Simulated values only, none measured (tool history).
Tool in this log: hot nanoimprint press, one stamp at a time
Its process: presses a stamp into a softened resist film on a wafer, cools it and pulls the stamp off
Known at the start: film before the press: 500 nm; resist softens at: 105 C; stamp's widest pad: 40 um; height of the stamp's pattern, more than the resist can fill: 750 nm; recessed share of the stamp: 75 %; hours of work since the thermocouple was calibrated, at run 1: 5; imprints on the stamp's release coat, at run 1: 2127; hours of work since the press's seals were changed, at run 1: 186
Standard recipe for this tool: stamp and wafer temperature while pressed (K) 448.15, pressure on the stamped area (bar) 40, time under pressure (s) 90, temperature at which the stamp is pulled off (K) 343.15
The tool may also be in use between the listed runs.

run,hour,stamp and wafer temperature while pressed (K),pressure on the stamped area (bar),time under pressure (s),temperature at which the stamp is pulled off (K),hours of work since the thermocouple was calibrated,imprints on the stamp's release coat,hours of work since the press's seals were changed,resist left under the stamp's widest pad (Å),greatest force while the stamp is pulled off (N)
1,0,448.15,40,90,343.15,5,2127,186,2025,308
2,18.8,448.15,40,90,341.15,13,2155,195,2009,329
3,46.8,448.15,40,90,341.15,25,2196,207,2014,321
4,72.8,448.15,40,90,341.15,36,2235,218,2029,326
5,100.9,448.15,40,90,346.15,48,2277,230,2032,298
6,126.7,448.15,40,90,346.15,59,2315,241,2028,296
7,158.4,448.15,40,90,346.15,73,2362,254,2028,310
8,172.2,448.15,40,90,346.15,79,2382,260,2026,296
9,204.6,448.15,40,90,346.15,93,2430,274,2027,307
10,221.8,448.15,29.4,90,343.15,100,2455,282,2356,333
11,236.4,448.15,29.4,57,343.15,106,2477,288,2763,329
# hour 254.8: stamp cleaned and given a new release coat
12,264.4,448.15,29.4,51,343.15,116,14,297,2864,205
13,286.7,448.15,40,90,343.15,125,47,307,2051,202
14,314.6,448.15,40,90,343.15,137,89,319,2045,206
15,347.7,448.15,40,90,343.15,151,138,333,2053,213
16,363.3,448.15,40,90,343.15,158,161,340,2052,211
17,381.4,458.15,40,90,343.15,166,188,347,1237,216
18,398.7,458.15,40,90,343.15,173,213,355,1240,204
19,423.2,458.15,40,90,343.15,184,249,365,1241,214
20,455.8,458.15,40,90,343.15,198,298,379,1244,212
21,480.8,448.15,40,49,349.15,209,335,390,2564,178
22,513.6,448.15,40,49,349.15,223,383,404,2582,187
23,534.8,448.15,40,49,349.15,232,414,413,2591,190
24,562.9,448.15,40,49,349.15,244,456,425,2578,180
25,578.5,439.15,40,49,349.15,250,479,432,3698,196
26,597.1,446.15,40,49,349.15,258,507,440,2833,188
27,613.5,448.15,62.1,134,343.15,265,531,447,1415,232
28,642,455.15,40,90,331.15,278,573,459,1465,299
29,661.5,448.15,40,161,333.15,286,602,467,1660,305
30,690,448.15,53.7,90,329.15,298,644,480,1810,321
31,715.3,448.15,53.7,102,329.15,309,681,491,1713,316

Hidden state or all else? Some run-to-run changes of resist left under the stamp's widest pad (Å), split into what the settings, what came in and random variation would give without the hidden state, and what is left for the hidden state (with any gauge scatter that isn't in both results):
The tool's hidden condition here consists of: true temperature over the reading, C; pressure that arrives at the usual setting, %; grip of the stamp's worn release coat, % over a new coat's; drift of the gauge itself on residual_nm, %; drift of the gauge itself on pull_off_n, %.
Run 16 -> 17: stamp and wafer temperature while pressed (K) 448.15 -> 458.15. resist left under the stamp's widest pad (Å) -815: hidden state -18, all else -797.
Run 20 -> 21: stamp and wafer temperature while pressed (K) 458.15 -> 448.15, time under pressure (s) 90 -> 49, temperature at which the stamp is pulled off (K) 343.15 -> 349.15. resist left under the stamp's widest pad (Å) +1320: hidden state +34, all else +1286.
Run 24 -> 25: stamp and wafer temperature while pressed (K) 448.15 -> 439.15. resist left under the stamp's widest pad (Å) +1120: hidden state +5, all else +1115.
Run 26 -> 27: stamp and wafer temperature while pressed (K) 446.15 -> 448.15, pressure on the stamped area (bar) 40 -> 62.1, time under pressure (s) 49 -> 134, temperature at which the stamp is pulled off (K) 349.15 -> 343.15. resist left under the stamp's widest pad (Å) -1418: hidden state -28, all else -1390.

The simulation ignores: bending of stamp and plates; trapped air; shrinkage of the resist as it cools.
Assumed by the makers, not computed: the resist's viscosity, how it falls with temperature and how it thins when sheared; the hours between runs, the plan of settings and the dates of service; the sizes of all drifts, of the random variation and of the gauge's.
